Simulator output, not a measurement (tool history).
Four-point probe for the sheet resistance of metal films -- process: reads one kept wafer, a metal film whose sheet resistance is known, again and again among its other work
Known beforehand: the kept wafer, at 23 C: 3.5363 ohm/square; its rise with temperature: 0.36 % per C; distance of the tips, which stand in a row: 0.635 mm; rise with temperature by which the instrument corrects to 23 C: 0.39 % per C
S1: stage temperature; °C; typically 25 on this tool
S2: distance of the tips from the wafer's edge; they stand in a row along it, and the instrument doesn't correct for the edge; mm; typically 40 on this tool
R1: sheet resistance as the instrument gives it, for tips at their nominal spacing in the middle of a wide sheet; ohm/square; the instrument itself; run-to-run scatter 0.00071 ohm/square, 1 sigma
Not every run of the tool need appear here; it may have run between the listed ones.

| run | hour | S1 | S2 | R1 |
|---|---|---|---|---|
| 1 | 0 | 25 | 40 | 3.546804 |
| 2 | 27.5 | 25 | 40 | 3.546866 |
| 3 | 49.2 | 25 | 40 | 3.54664 |
| 4 | 68.1 | 25 | 40 | 3.545742 |
| 5 | 87.5 | 25 | 40 | 3.546292 |
| 6 | 112.5 | 25 | 40 | 3.544483 |
| 7 | 130.9 | 25 | 47 | 3.545159 |
| 8 | 158.1 | 25 | 40 | 3.54564 |
| 9 | 178.2 | 25 | 40 | 3.545932 |
| 10 | 195 | 25 | 40 | 3.546932 |
| 11 | 226.1 | 34 | 50 | 3.535235 |
| 12 | 257.7 | 26 | 4 | 3.591528 |
| 13 | 276.7 | 21 | 40 | 3.550451 |
| 14 | 309.7 | 21 | 40 | 3.551136 |
| 15 | 342 | 30 | 40 | 3.540776 |
| 16 | 379.1 | 30 | 40 | 3.539935 |
| 17 | 406.3 | 32 | 10 | 3.544992 |
| 18 | 427.2 | 32 | 10 | 3.543737 |
| 19 | 458.4 | 26 | 46 | 3.545011 |
| 20 | 493.1 | 30 | 12 | 3.544138 |

Consider 3 possible next runs. They are alternatives, not a sequence: every one starts from the tool as it was left by run 20. What does each give?
| A | 514.1 | 30 | 32 | ? |
| B | 514.1 | 30 | 4 | ? |
| C | 514.1 | 19 | 33 | ? |

| run | R1 |
|---|---|
| A | 3.540678 |
| B | 3.586861 |
| C | 3.552737 |
With no hidden state in the tool, these same runs would have given:
| run | R1 |
|---|---|
| A | 3.529974 |
| B | 3.576026 |
| C | 3.541941 |
